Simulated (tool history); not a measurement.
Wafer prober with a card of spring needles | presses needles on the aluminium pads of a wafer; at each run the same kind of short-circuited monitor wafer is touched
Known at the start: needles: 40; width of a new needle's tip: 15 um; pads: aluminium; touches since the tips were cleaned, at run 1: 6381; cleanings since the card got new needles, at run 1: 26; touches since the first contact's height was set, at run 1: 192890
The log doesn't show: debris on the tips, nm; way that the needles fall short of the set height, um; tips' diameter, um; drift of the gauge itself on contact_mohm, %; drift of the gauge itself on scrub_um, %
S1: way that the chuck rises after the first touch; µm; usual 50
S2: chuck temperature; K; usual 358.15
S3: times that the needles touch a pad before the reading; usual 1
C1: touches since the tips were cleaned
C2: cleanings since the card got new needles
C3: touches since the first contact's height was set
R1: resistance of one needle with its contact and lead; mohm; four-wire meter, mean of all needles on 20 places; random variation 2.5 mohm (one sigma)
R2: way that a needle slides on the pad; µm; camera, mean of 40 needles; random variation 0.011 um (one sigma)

| run | hour | S1 | S2 | S3 | C1 | C2 | C3 | R1 | R2 |
|---|---|---|---|---|---|---|---|---|---|
| 1 | 0 | 50 | 358.15 | 1 | 6381 | 26 | 192890 | 296 | 8.48 |
|  | 3.1 | tips cleaned on abrasive film |
|  | 31.8 | tips cleaned on abrasive film |
| 2 | 33.3 | 50 | 358.15 | 1 | 346 | 28 | 200831 | 290 | 8.46 |
|  | 60.1 | tips cleaned on abrasive film |
| 3 | 65 | 50 | 358.15 | 1 | 1173 | 29 | 208429 | 291 | 8.48 |
|  | 89.8 | tips cleaned on abrasive film |
| 4 | 94.1 | 50 | 358.15 | 1 | 1034 | 30 | 215390 | 286 | 8.45 |
|  | 119.3 | tips cleaned on abrasive film |
| 5 | 124.5 | 50 | 358.15 | 1 | 1240 | 31 | 222654 | 290 | 8.47 |
|  | 147.9 | tips cleaned on abrasive film |
| 6 | 148.3 | 63 | 358.15 | 1 | 90 | 32 | 228337 | 287 | 10.66 |
|  | 171.5 | height of the first contact set anew |
| 7 | 174.6 | 63 | 358.15 | 1 | 6327 | 32 | 735 | 288 | 10.65 |
|  | 177.7 | tips cleaned on abrasive film |
| 8 | 201 | 63 | 358.15 | 1 | 5600 | 33 | 7067 | 288 | 10.65 |
|  | 207.5 | tips cleaned on abrasive film |
| 9 | 225.5 | 63 | 358.15 | 1 | 4302 | 34 | 12905 | 285 | 10.65 |
|  | 235.7 | tips cleaned on abrasive film |
| 10 | 256.6 | 63 | 358.15 | 1 | 5019 | 35 | 20366 | 285 | 10.63 |
|  | 264.8 | tips cleaned on abrasive film |
| 11 | 286.8 | 63 | 358.15 | 1 | 5294 | 36 | 27590 | 284 | 10.64 |
|  | 294.5 | tips cleaned on abrasive film |
| 12 | 302.3 | 63 | 358.15 | 1 | 1884 | 37 | 31279 | 285 | 10.63 |
| 13 | 321.4 | 50 | 373.15 | 1 | 6464 | 37 | 35859 | 299 | 8.43 |
|  | 323.7 | tips cleaned on abrasive film |
| 14 | 337.5 | 50 | 373.15 | 1 | 3312 | 38 | 39691 | 298 | 8.43 |
|  | 351.9 | tips cleaned on abrasive film |
| 15 | 362.2 | 50 | 373.15 | 1 | 2479 | 39 | 45605 | 298 | 8.44 |
|  | 379.5 | tips cleaned on abrasive film |
| 16 | 393.9 | 50 | 373.15 | 1 | 3448 | 40 | 53182 | 299 | 8.43 |
|  | 407.3 | tips cleaned on abrasive film |
| 17 | 415.1 | 50 | 373.15 | 1 | 1878 | 41 | 58261 | 295 | 8.41 |
| 18 | 429.7 | 32 | 358.15 | 2 | 5383 | 41 | 61766 | 305 | 5.38 |
|  | 434.9 | tips cleaned on abrasive film |
| 19 | 451.2 | 40 | 387.15 | 2 | 3926 | 42 | 66905 | 305 | 6.72 |
|  | 462.7 | tips cleaned on abrasive film |
| 20 | 475.4 | 40 | 387.15 | 2 | 3039 | 43 | 72672 | 307 | 6.72 |
|  | 491.1 | tips cleaned on abrasive film |
| 21 | 496.9 | 44 | 395.15 | 2 | 1385 | 44 | 77823 | 302 | 7.4 |
| 22 | 518 | 44 | 395.15 | 2 | 6444 | 44 | 82882 | 311 | 7.41 |
|  | 519.6 | tips cleaned on abrasive film |
| 23 | 533.1 | 50 | 311.15 | 2 | 3256 | 45 | 86497 | 278 | 8.39 |
|  | 548.3 | tips cleaned on abrasive film |
| 24 | 563.7 | 30 | 311.15 | 2 | 3678 | 46 | 93800 | 287 | 5.03 |
|  | 577.5 | tips cleaned on abrasive film |
| 25 | 586.2 | 50 | 312.15 | 1 | 2082 | 47 | 99174 | 275 | 8.38 |
|  | 605.5 | tips cleaned on abrasive film |
| 26 | 611.7 | 47 | 358.15 | 1 | 1485 | 48 | 105288 | 291 | 7.89 |
|  | 635 | tips cleaned on abrasive film |
| 27 | 642.4 | 35 | 359.15 | 2 | 1760 | 49 | 112614 | 296 | 5.87 |
|  | 664.6 | tips cleaned on abrasive film |
| 28 | 673.3 | 42 | 358.15 | 3 | 2090 | 50 | 120027 | 297 | 7.04 |
|  | 693.2 | tips cleaned on abrasive film |
| 29 | 698 | 40 | 358.15 | 1 | 1138 | 51 | 125912 | 297 | 6.69 |
| 30 | 715 | 40 | 364.15 | 3 | 5228 | 51 | 130002 | 302 | 6.7 |
|  | 722.7 | tips cleaned on abrasive film |
| 31 | 738.8 | 40 | 364.15 | 3 | 3874 | 52 | 135703 | 298 | 6.7 |
|  | 752.5 | tips cleaned on abrasive film |
| 32 | 759.6 | 40 | 364.15 | 3 | 1710 | 53 | 140660 | 298 | 6.7 |

Measured less the same run without the tool's hidden state. The same run-to-run variation is in both; the gauge's scatter may not be:
| run | R2 |
|---|---|
| 1 | +0 |
| 2 | -0.01 |
| 3 | -0.01 |
| 4 | -0.02 |
| 5 | -0.02 |
| 6 | -0.03 |
| 7 | -0.03 |
| 8 | -0.03 |
| 9 | -0.04 |
| 10 | -0.05 |
| 11 | -0.05 |
| 12 | -0.05 |
| 13 | -0.05 |
| 14 | -0.05 |
| 15 | -0.05 |
| 16 | -0.06 |
| 17 | -0.06 |
| 18 | -0.04 |
| 19 | -0.05 |
| 20 | -0.05 |
| 21 | -0.06 |
| 22 | -0.06 |
| 23 | -0.07 |
| 24 | -0.05 |
| 25 | -0.08 |
| 26 | -0.08 |
| 27 | -0.06 |
| 28 | -0.08 |
| 29 | -0.08 |
| 30 | -0.08 |
| 31 | -0.09 |
| 32 | -0.08 |
R1: within 1 mohm of the measured result in every run.
